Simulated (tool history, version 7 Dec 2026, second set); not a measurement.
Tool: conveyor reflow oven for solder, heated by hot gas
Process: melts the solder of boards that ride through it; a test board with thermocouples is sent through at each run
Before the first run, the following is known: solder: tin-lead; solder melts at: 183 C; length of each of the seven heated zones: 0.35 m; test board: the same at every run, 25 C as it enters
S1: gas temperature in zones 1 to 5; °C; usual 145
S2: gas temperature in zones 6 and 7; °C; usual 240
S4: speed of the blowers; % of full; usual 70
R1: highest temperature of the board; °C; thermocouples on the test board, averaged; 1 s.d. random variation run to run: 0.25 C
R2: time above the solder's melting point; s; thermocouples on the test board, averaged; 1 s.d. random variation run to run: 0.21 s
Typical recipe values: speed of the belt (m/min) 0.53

run 1 day=0 | S1=145 S2=240 speed_of_the_belt_(m/min)=0.53 S4=70 | R1=221.8 R2=65.2
run 2 day=0.45 | S1=145 S2=240 speed_of_the_belt_(m/min)=0.53 S4=70 | R1=222 R2=65
run 3 day=0.888 | S1=145 S2=240 speed_of_the_belt_(m/min)=0.53 S4=70 | R1=222.2 R2=65
run 4 day=1.346 | S1=145 S2=240 speed_of_the_belt_(m/min)=0.53 S4=70 | R1=222 R2=65.4
run 5 day=1.683 | S1=145 S2=240 speed_of_the_belt_(m/min)=0.469 S4=70 | R1=225.8 R2=76.8
run 6 day=1.95 | S1=149 S2=240 speed_of_the_belt_(m/min)=0.53 S4=70 | R1=222.9 R2=67.2
run 7 day=2.183 | S1=145 S2=240 speed_of_the_belt_(m/min)=0.495 S4=70 | R1=223.8 R2=71.6
run 8 day=2.538 | S1=145 S2=240 speed_of_the_belt_(m/min)=0.593 S4=70 | R1=218.4 R2=55.1
run 9 day=2.738 | S1=145 S2=240 speed_of_the_belt_(m/min)=0.593 S4=70 | R1=217.8 R2=55
run 10 day=3.046 | S1=130 S2=240 speed_of_the_belt_(m/min)=0.593 S4=70 | R1=214.7 R2=47.5
run 11 day=3.533 | S1=145 S2=241 speed_of_the_belt_(m/min)=0.53 S4=70 | R1=223 R2=65.3
run 12 day=3.812 | S1=145 S2=241 speed_of_the_belt_(m/min)=0.511 S4=70 | R1=223.8 R2=68.9
run 13 day=4.108 | S1=145 S2=241 speed_of_the_belt_(m/min)=0.511 S4=70 | R1=224.4 R2=69.3
run 14 day=4.5 | S1=145 S2=241 speed_of_the_belt_(m/min)=0.53 S4=70 | R1=223.1 R2=65.7
run 15 day=4.896 | S1=145 S2=241 speed_of_the_belt_(m/min)=0.53 S4=70 | R1=222.7 R2=65.5
run 16 day=5.267 | S1=145 S2=240 speed_of_the_belt_(m/min)=0.53 S4=70 | R1=221.7 R2=64.7
run 17 day=5.471 | S1=144 S2=240 speed_of_the_belt_(m/min)=0.422 S4=66 | R1=227.8 R2=86.6
run 18 day=5.862 | S1=144 S2=240 speed_of_the_belt_(m/min)=0.422 S4=66 | R1=227.8 R2=86.3
run 19 day=6.162 | S1=136 S2=240 speed_of_the_belt_(m/min)=0.53 S4=70 | R1=220.3 R2=60.4
run 20 day=6.654 | S1=145 S2=233 speed_of_the_belt_(m/min)=0.575 S4=70 | R1=213.3 R2=53.4
run 21 day=6.962 | S1=145 S2=233 speed_of_the_belt_(m/min)=0.575 S4=70 | R1=213.3 R2=53.7
run 22 day=7.312 | S1=142 S2=240 speed_of_the_belt_(m/min)=0.501 S4=70 | R1=223.1 R2=68.9
run 23 day=7.65 | S1=145 S2=247 speed_of_the_belt_(m/min)=0.421 S4=63 | R1=233.5 R2=91.5
run 24 day=7.896 | S1=145 S2=247 speed_of_the_belt_(m/min)=0.421 S4=63 | R1=233.4 R2=91.1
run 25 day=8.125 | S1=145 S2=247 speed_of_the_belt_(m/min)=0.421 S4=63 | R1=233.7 R2=91.1
run 26 day=8.358 | S1=145 S2=247 speed_of_the_belt_(m/min)=0.421 S4=63 | R1=233.7 R2=90.8
run 27 day=8.633 | S1=145 S2=244 speed_of_the_belt_(m/min)=0.465 S4=82 | R1=232 R2=81.9
run 28 day=9.092 | S1=148 S2=249 speed_of_the_belt_(m/min)=0.492 S4=70 | R1=232.6 R2=78.8
run 29 day=9.467 | S1=148 S2=249 speed_of_the_belt_(m/min)=0.492 S4=83 | R1=235.6 R2=79.8
run 30 day=9.917 | S1=134 S2=254 speed_of_the_belt_(m/min)=0.492 S4=83 | R1=238.5 R2=76.6
run 31 day=10.312 | S1=138 S2=244 speed_of_the_belt_(m/min)=0.458 S4=70 | R1=229.1 R2=78.4

Forecast each of these 3 alternatives for the next run:
run A day=10.583 | S1=160 S2=244 speed_of_the_belt_(m/min)=0.449 S4=70 | R1=? R2=?
run B day=10.583 | S1=140 S2=229 speed_of_the_belt_(m/min)=0.53 S4=70 | R1=? R2=?
run C day=10.583 | S1=145 S2=241 speed_of_the_belt_(m/min)=0.53 S4=85 | R1=? R2=?

run=A R1=232.3 R2=91.9
run=B R1=212.1 R2=54.8
run=C R1=226.5 R2=68.4
Without the tool's unlogged condition, the same runs would have read:
run=A R1=232.4 R2=91.9
run=B R1=212.1 R2=54.9
run=C R1=226.5 R2=68.5

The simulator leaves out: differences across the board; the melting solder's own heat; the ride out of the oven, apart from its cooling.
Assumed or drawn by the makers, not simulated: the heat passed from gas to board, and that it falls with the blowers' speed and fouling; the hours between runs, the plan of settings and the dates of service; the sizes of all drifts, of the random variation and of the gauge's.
